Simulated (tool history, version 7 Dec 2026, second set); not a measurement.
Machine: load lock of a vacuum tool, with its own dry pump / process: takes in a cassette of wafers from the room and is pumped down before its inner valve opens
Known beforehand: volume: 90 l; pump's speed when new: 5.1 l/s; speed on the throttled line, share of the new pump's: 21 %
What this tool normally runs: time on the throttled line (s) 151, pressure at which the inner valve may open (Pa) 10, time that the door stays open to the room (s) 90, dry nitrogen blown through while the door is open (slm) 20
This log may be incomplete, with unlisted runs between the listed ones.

| run | hour | time on the throttled line (s) | pressure at which the inner valve may open (Pa) | time that the door stays open to the room (s) | dry nitrogen blown through while the door is open (slm) | incoming humidity of the room's air, % | time from the closed door until the inner valve may open (s) | rise of the pressure with all valves shut (Pa/min) |
|---|---|---|---|---|---|---|---|---|
| 1 | 0 | 151 | 10 | 90 | 20 | 47.4 | 300.4 | 0.064 |
| 2 | 101.8 | 151 | 10 | 90 | 20 | 46.6 | 303 | 0.063 |
| 3 | 304.7 | 151 | 10 | 90 | 20 | 45 | 302.5 | 0.067 |
| 4 | 524.3 | 151 | 10 | 90 | 20 | 43.9 | 302.7 | 0.071 |
| 5 | 684.2 | 151 | 10 | 90 | 20 | 43.8 | 301.4 | 0.083 |
| 6 | 797.6 | 151 | 10 | 90 | 20 | 46.2 | 302.9 | 0.091 |
| 7 | 971.1 | 151 | 10 | 90 | 20 | 42.9 | 304.8 | 0.1 |
| 8 | 1200.9 | 151 | 10 | 90 | 20 | 44.6 | 304.8 | 0.104 |
| 9 | 1408.3 | 234 | 8 | 43 | 5 | 43.8 | 371.1 | 0.116 |
| 10 | 1522.4 | 207 | 18 | 153 | 15 | 43.6 | 333.7 | 0.125 |

Below are 3 alternative next runs, each starting from the tool's condition after run 10. Predict each:
| A | 1664.9 | 117 | 10 | 90 | 20 | 45 | ? | ? |
| B | 1664.9 | 112 | 20 | 40 | 20 | 44.7 | ? | ? |
| C | 1664.9 | 89 | 18 | 98 | 36 | 45.2 | ? | ? |

| run | time from the closed door until the inner valve may open (s) | rise of the pressure with all valves shut (Pa/min) |
|---|---|---|
| A | 277.4 | 0.126 |
| B | 260.6 | 0.114 |
| C | 245.9 | 0.116 |
Take away the tool's hidden state, keep each run's random variation, and the runs would have read:
| run | time from the closed door until the inner valve may open (s) | rise of the pressure with all valves shut (Pa/min) |
|---|---|---|
| A | 256.4 | 0.016 |
| B | 241.2 | 0.007 |
| C | 225.5 | 0.009 |
